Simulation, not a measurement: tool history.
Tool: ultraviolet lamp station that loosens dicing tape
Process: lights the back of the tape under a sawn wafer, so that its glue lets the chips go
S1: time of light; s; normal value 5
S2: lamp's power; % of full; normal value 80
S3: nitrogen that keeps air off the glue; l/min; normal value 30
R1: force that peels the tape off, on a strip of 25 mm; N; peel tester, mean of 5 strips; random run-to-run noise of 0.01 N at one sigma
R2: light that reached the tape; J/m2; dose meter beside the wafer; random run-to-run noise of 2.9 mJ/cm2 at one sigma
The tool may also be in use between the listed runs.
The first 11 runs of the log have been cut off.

run,hour,S1,S2,S3,R1,R2
12,588.3,5,80,12,0.721,4160
13,647.1,5,80,26,0.490,4170
14,681.4,8,80,30,0.232,6580
15,756.0,5,80,30,0.448,4130
16,833.1,5,80,30,0.438,4130
17,895.4,5,80,30,0.455,4120
18,961.5,5,80,30,0.433,4130
19,993.7,5,80,30,0.459,4160
20,1058.7,5,80,30,0.452,4150
21,1126.9,5,80,30,0.462,4160
22,1171.4,5,80,30,0.439,4210
23,1243.0,5,80,30,0.464,4130
24,1277.7,5,89,52,0.309,4630
# hour 1318.3: window cleaned of glue's vapour
25,1319.1,5,84,31,0.391,4350
26,1369.9,5,84,17,0.554,4380
27,1433.1,10,84,48,0.185,8750

Forecast run 28:
28,1509.8,10,84,48,?,?

R1: 0.188 N
R2: 8760 J/m2
Without the tool's hidden state the same run would have given R1 0.187 N, R2 8780 J/m2.
